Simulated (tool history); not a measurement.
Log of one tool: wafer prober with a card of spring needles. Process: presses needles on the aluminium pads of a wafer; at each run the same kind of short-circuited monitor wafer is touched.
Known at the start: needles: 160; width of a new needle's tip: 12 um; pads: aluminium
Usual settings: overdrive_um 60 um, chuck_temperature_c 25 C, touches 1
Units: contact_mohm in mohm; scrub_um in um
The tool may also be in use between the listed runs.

{"run": 1, "hour": 0.0, "overdrive_um": 60, "chuck_temperature_c": 25, "touches": 1, "contact_mohm": 288, "scrub_um": 11.86}
{"hour": 3.4, "done": "tips cleaned on abrasive film"}
{"hour": 16.9, "done": "tips cleaned on abrasive film"}
{"hour": 33.7, "done": "tips cleaned on abrasive film"}
{"run": 2, "hour": 40.8, "overdrive_um": 53, "chuck_temperature_c": 25, "touches": 1, "contact_mohm": 294, "scrub_um": 10.45}
{"hour": 47.5, "done": "tips cleaned on abrasive film"}
{"hour": 51.2, "done": "height of the first contact set anew"}
{"hour": 64.6, "done": "tips cleaned on abrasive film"}
{"hour": 80.9, "done": "tips cleaned on abrasive film"}
{"run": 3, "hour": 91.8, "overdrive_um": 60, "chuck_temperature_c": 25, "touches": 2, "contact_mohm": 272, "scrub_um": 11.96}
{"hour": 95.2, "done": "tips cleaned on abrasive film"}
{"hour": 111.5, "done": "tips cleaned on abrasive film"}
{"hour": 128.3, "done": "tips cleaned on abrasive film"}
{"hour": 145.1, "done": "tips cleaned on abrasive film"}
{"run": 4, "hour": 151.9, "overdrive_um": 60, "chuck_temperature_c": 70, "touches": 2, "contact_mohm": 278, "scrub_um": 11.82}
{"hour": 158.6, "done": "tips cleaned on abrasive film"}
{"hour": 172.1, "done": "tips cleaned on abrasive film"}
{"hour": 188.9, "done": "tips cleaned on abrasive film"}
{"hour": 205.0, "done": "tips cleaned on abrasive film"}
{"hour": 218.5, "done": "tips cleaned on abrasive film"}
{"run": 5, "hour": 220.8, "overdrive_um": 43, "chuck_temperature_c": 25, "touches": 1, "contact_mohm": 290, "scrub_um": 8.42}
{"hour": 234.3, "done": "tips cleaned on abrasive film"}
{"hour": 244.6, "done": "height of the first contact set anew"}
{"hour": 248.0, "done": "tips cleaned on abrasive film"}
{"hour": 261.5, "done": "tips cleaned on abrasive film"}
{"hour": 278.1, "done": "tips cleaned on abrasive film"}
{"run": 6, "hour": 280.9, "overdrive_um": 46, "chuck_temperature_c": 25, "touches": 1, "contact_mohm": 293, "scrub_um": 9.17}
{"hour": 294.0, "done": "tips cleaned on abrasive film"}
{"hour": 307.5, "done": "tips cleaned on abrasive film"}
{"hour": 324.2, "done": "tips cleaned on abrasive film"}
{"run": 7, "hour": 337.1, "overdrive_um": 60, "chuck_temperature_c": 25, "touches": 2, "contact_mohm": 277, "scrub_um": 11.92}
{"hour": 340.5, "done": "tips cleaned on abrasive film"}
{"hour": 357.2, "done": "tips cleaned on abrasive film"}
{"hour": 374.0, "done": "tips cleaned on abrasive film"}
{"hour": 390.8, "done": "tips cleaned on abrasive film"}
{"run": 8, "hour": 402.2, "overdrive_um": 60, "chuck_temperature_c": 35, "touches": 2, "contact_mohm": 277, "scrub_um": 11.79}
{"hour": 405.6, "done": "tips cleaned on abrasive film"}
{"hour": 422.0, "done": "tips cleaned on abrasive film"}
{"hour": 438.4, "done": "tips cleaned on abrasive film"}
{"hour": 438.7, "done": "height of the first contact set anew"}
{"hour": 455.4, "done": "tips cleaned on abrasive film"}
{"hour": 471.9, "done": "tips cleaned on abrasive film"}
{"run": 9, "hour": 474.2, "overdrive_um": 60, "chuck_temperature_c": 35, "touches": 2, "contact_mohm": 261, "scrub_um": 12.02}
{"hour": 487.4, "done": "tips cleaned on abrasive film"}
{"hour": 500.9, "done": "tips cleaned on abrasive film"}
{"hour": 517.5, "done": "tips cleaned on abrasive film"}
{"hour": 533.5, "done": "tips cleaned on abrasive film"}
{"run": 10, "hour": 533.5, "overdrive_um": 60, "chuck_temperature_c": 35, "touches": 2, "contact_mohm": 250, "scrub_um": 11.87}
{"hour": 546.9, "done": "tips cleaned on abrasive film"}
{"hour": 563.7, "done": "tips cleaned on abrasive film"}
{"hour": 580.5, "done": "tips cleaned on abrasive film"}
{"hour": 594.0, "done": "tips cleaned on abrasive film"}
{"run": 11, "hour": 603.5, "overdrive_um": 60, "chuck_temperature_c": 27, "touches": 1, "contact_mohm": 290, "scrub_um": 11.8}
{"hour": 610.3, "done": "tips cleaned on abrasive film"}
{"hour": 627.1, "done": "tips cleaned on abrasive film"}
{"hour": 630.8, "done": "height of the first contact set anew"}
{"hour": 643.2, "done": "tips cleaned on abrasive film"}
{"run": 12, "hour": 643.2, "overdrive_um": 60, "chuck_temperature_c": 27, "touches": 1, "contact_mohm": 249, "scrub_um": 11.99}
{"hour": 660.0, "done": "tips cleaned on abrasive film"}
{"hour": 673.5, "done": "tips cleaned on abrasive film"}
{"hour": 690.3, "done": "tips cleaned on abrasive film"}
{"hour": 703.7, "done": "tips cleaned on abrasive film"}
{"run": 13, "hour": 705.3, "overdrive_um": 60, "chuck_temperature_c": 27, "touches": 1, "contact_mohm": 259, "scrub_um": 11.87}
{"hour": 718.8, "done": "tips cleaned on abrasive film"}
{"hour": 734.6, "done": "tips cleaned on abrasive film"}
{"run": 14, "hour": 744.7, "overdrive_um": 53, "chuck_temperature_c": 90, "touches": 2, "contact_mohm": 297, "scrub_um": 10.46}
{"hour": 748.1, "done": "tips cleaned on abrasive film"}
{"hour": 761.6, "done": "tips cleaned on abrasive film"}
{"hour": 778.4, "done": "tips cleaned on abrasive film"}
{"run": 15, "hour": 789.3, "overdrive_um": 54, "chuck_temperature_c": 25, "touches": 1, "contact_mohm": 310, "scrub_um": 10.64}
{"hour": 792.8, "done": "tips cleaned on abrasive film"}
{"hour": 809.5, "done": "tips cleaned on abrasive film"}
{"hour": 823.2, "done": "height of the first contact set anew"}
{"hour": 826.6, "done": "tips cleaned on abrasive film"}
{"hour": 840.1, "done": "tips cleaned on abrasive film"}
{"run": 16, "hour": 843.7, "overdrive_um": 45, "chuck_temperature_c": 118, "touches": 2, "contact_mohm": 309, "scrub_um": 9}
{"hour": 853.8, "done": "tips cleaned on abrasive film"}
{"hour": 870.2, "done": "tips cleaned on abrasive film"}
{"hour": 887.0, "done": "tips cleaned on abrasive film"}
{"run": 17, "hour": 892.5, "overdrive_um": 49, "chuck_temperature_c": 75, "touches": 2, "contact_mohm": 288, "scrub_um": 9.65}
{"hour": 902.6, "done": "tips cleaned on abrasive film"}
{"hour": 919.4, "done": "tips cleaned on abrasive film"}
{"run": 18, "hour": 932.7, "overdrive_um": 72, "chuck_temperature_c": 28, "touches": 3, "contact_mohm": 259, "scrub_um": 14.32}
{"hour": 936.2, "done": "tips cleaned on abrasive film"}
{"hour": 952.4, "done": "tips cleaned on abrasive film"}
{"hour": 969.0, "done": "tips cleaned on abrasive film"}
{"hour": 981.0, "done": "card fitted with new needles"}
{"hour": 997.6, "done": "tips cleaned on abrasive film"}
{"hour": 1014.4, "done": "tips cleaned on abrasive film"}
{"run": 19, "hour": 1016.5, "overdrive_um": 53, "chuck_temperature_c": 30, "touches": 3, "contact_mohm": 253, "scrub_um": 10.53}
{"hour": 1029.7, "done": "tips cleaned on abrasive film"}
{"hour": 1043.1, "done": "tips cleaned on abrasive film"}
{"hour": 1059.9, "done": "tips cleaned on abrasive film"}
{"hour": 1076.7, "done": "tips cleaned on abrasive film"}
{"run": 20, "hour": 1083.1, "overdrive_um": 53, "chuck_temperature_c": 27, "touches": 3, "contact_mohm": 256, "scrub_um": 10.5}
{"hour": 1092.9, "done": "tips cleaned on abrasive film"}
{"hour": 1109.7, "done": "tips cleaned on abrasive film"}
{"hour": 1126.5, "done": "tips cleaned on abrasive film"}
{"run": 21, "hour": 1131.1, "overdrive_um": 70, "chuck_temperature_c": 64, "touches": 1, "contact_mohm": 267, "scrub_um": 13.87}
{"hour": 1141.2, "done": "tips cleaned on abrasive film"}
{"hour": 1158.0, "done": "tips cleaned on abrasive film"}
{"hour": 1171.5, "done": "tips cleaned on abrasive film"}
{"hour": 1174.7, "done": "height of the first contact set anew"}
{"hour": 1187.5, "done": "tips cleaned on abrasive film"}
{"run": 22, "hour": 1188.4, "overdrive_um": 79, "chuck_temperature_c": 51, "touches": 1, "contact_mohm": 249, "scrub_um": 15.72}
{"hour": 1201.8, "done": "tips cleaned on abrasive film"}
{"hour": 1218.6, "done": "tips cleaned on abrasive film"}
{"hour": 1232.1, "done": "tips cleaned on abrasive film"}
{"hour": 1248.8, "done": "tips cleaned on abrasive film"}
{"run": 23, "hour": 1259.0, "overdrive_um": 79, "chuck_temperature_c": 51, "touches": 1, "contact_mohm": 271, "scrub_um": 15.72}
{"hour": 1262.5, "done": "tips cleaned on abrasive film"}
{"hour": 1279.3, "done": "tips cleaned on abrasive film"}
{"hour": 1292.7, "done": "tips cleaned on abrasive film"}
{"hour": 1309.5, "done": "tips cleaned on abrasive film"}
{"run": 24, "hour": 1317.1, "overdrive_um": 51, "chuck_temperature_c": 109, "touches": 1, "contact_mohm": 304, "scrub_um": 10}
{"hour": 1323.9, "done": "tips cleaned on abrasive film"}
{"hour": 1340.7, "done": "tips cleaned on abrasive film"}
{"hour": 1357.5, "done": "tips cleaned on abrasive film"}
{"hour": 1367.8, "done": "height of the first contact set anew"}
{"hour": 1374.6, "done": "tips cleaned on abrasive film"}
{"run": 25, "hour": 1379.5, "overdrive_um": 48, "chuck_temperature_c": 109, "touches": 1, "contact_mohm": 295, "scrub_um": 9.59}
{"hour": 1389.6, "done": "tips cleaned on abrasive film"}
{"hour": 1406.1, "done": "tips cleaned on abrasive film"}
{"hour": 1422.5, "done": "tips cleaned on abrasive film"}
{"hour": 1439.3, "done": "tips cleaned on abrasive film"}
{"run": 26, "hour": 1444.8, "overdrive_um": 63, "chuck_temperature_c": 109, "touches": 1, "contact_mohm": 288, "scrub_um": 12.52}

Forecast each of these 4 alternatives for the next run:
{"hour": 1454.8, "done": "tips cleaned on abrasive film"}
{"hour": 1468.3, "done": "tips cleaned on abrasive film"}
{"hour": 1485.1, "done": "tips cleaned on abrasive film"}
{"run": "A", "hour": 1492.8, "overdrive_um": 63, "chuck_temperature_c": 109, "touches": 1, "contact_mohm": "?", "scrub_um": "?"}
{"hour": 1454.8, "done": "tips cleaned on abrasive film"}
{"hour": 1468.3, "done": "tips cleaned on abrasive film"}
{"hour": 1485.1, "done": "tips cleaned on abrasive film"}
{"run": "B", "hour": 1492.8, "overdrive_um": 47, "chuck_temperature_c": 80, "touches": 1, "contact_mohm": "?", "scrub_um": "?"}
{"hour": 1454.8, "done": "tips cleaned on abrasive film"}
{"hour": 1468.3, "done": "tips cleaned on abrasive film"}
{"hour": 1485.1, "done": "tips cleaned on abrasive film"}
{"run": "C", "hour": 1492.8, "overdrive_um": 41, "chuck_temperature_c": 64, "touches": 2, "contact_mohm": "?", "scrub_um": "?"}
{"hour": 1454.8, "done": "tips cleaned on abrasive film"}
{"hour": 1468.3, "done": "tips cleaned on abrasive film"}
{"hour": 1485.1, "done": "tips cleaned on abrasive film"}
{"run": "D", "hour": 1492.8, "overdrive_um": 50, "chuck_temperature_c": 90, "touches": 1, "contact_mohm": "?", "scrub_um": "?"}

run=A contact_mohm=290 scrub_um=12.41
run=B contact_mohm=305 scrub_um=9.3
run=C contact_mohm=290 scrub_um=8.1
run=D contact_mohm=301 scrub_um=9.92
Without the tool's hidden state the same runs would have given:
run=A contact_mohm=263 scrub_um=12.53
run=B contact_mohm=262 scrub_um=9.42
run=C contact_mohm=257 scrub_um=8.22
run=D contact_mohm=262 scrub_um=10.04
